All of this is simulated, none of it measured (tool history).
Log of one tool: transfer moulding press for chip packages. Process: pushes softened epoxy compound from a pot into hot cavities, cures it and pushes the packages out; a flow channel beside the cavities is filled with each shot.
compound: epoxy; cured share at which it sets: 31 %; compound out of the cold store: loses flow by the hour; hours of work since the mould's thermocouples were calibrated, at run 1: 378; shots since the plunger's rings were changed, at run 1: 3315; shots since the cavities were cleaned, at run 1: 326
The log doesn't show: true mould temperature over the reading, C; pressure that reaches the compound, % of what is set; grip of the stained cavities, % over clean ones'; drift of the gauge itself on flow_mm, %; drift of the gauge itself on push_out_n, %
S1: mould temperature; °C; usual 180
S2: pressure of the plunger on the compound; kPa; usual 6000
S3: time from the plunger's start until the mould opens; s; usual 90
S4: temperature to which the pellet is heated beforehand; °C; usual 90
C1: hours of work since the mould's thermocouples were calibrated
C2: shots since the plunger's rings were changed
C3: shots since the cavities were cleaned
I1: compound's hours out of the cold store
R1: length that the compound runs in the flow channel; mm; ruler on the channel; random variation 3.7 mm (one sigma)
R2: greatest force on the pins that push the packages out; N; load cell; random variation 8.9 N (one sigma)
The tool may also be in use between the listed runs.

run	day	S1	S2	S3	S4	C1	C2	C3	I1	R1	R2
1	0.000	180	6000	90	90	378	3315	326	10.9	689	560
# day 1.904: cavities cleaned with cleaning compound and waxed
2	3.371	180	6000	90	90	434	4388	476	10.5	691	849
# day 4.717: cavities cleaned with cleaning compound and waxed
# day 5.138: mould's thermocouples calibrated
3	5.138	182	6000	90	90	0	4914	109	38.2	598	403
# day 7.196: plunger's sealing rings changed
# day 7.608: cavities cleaned with cleaning compound and waxed
4	7.608	182	6000	90	90	39	113	0	38.0	615	349
5	9.796	180	6000	90	90	77	823	710	40.1	609	652
# day 10.317: cavities cleaned with cleaning compound and waxed
# day 10.704: cavities cleaned with cleaning compound and waxed, once more
6	11.404	174	6000	90	90	102	1305	227	18.0	705	805
# day 13.458: cavities cleaned with cleaning compound and waxed
7	13.521	174	6000	90	90	137	1971	20	29.0	661	614
# day 16.321: cavities cleaned with cleaning compound and waxed
8	16.954	177	6000	90	90	195	3066	206	35.3	629	604
# day 19.242: cavities cleaned with cleaning compound and waxed
9	20.012	177	6000	90	90	247	4038	250	34.0	621	664
# day 22.138: cavities cleaned with cleaning compound and waxed
10	22.138	180	6000	90	90	282	4708	0	16.3	666	424
11	24.517	180	6000	90	90	323	5480	772	12.1	681	735
# day 24.850: plunger's sealing rings changed
# day 25.142: cavities cleaned with cleaning compound and waxed
12	27.004	180	6000	90	90	362	678	604	45.9	594	638
# day 27.942: cavities cleaned with cleaning compound and waxed
13	29.554	180	7150	90	90	405	1486	523	24.7	721	645
# day 30.800: cavities cleaned with cleaning compound and waxed
# day 32.933: mould's thermocouples calibrated
14	33.125	183	6700	83	90	3	2597	728	23.8	676	667
# day 33.712: cavities cleaned with cleaning compound and waxed
15	35.554	180	6000	90	90	44	3366	598	39.1	603	640

The next listed run, before its measurement:
# day 36.425: cavities cleaned with cleaning compound and waxed
# day 39.204: cavities cleaned with cleaning compound and waxed
16	39.254	183	6000	90	90	105	4525	15	36.8	?	?

R1: 598 mm
R2: 328 N
Without the tool's hidden state the same run would have given R1 618 mm, R2 317 N.
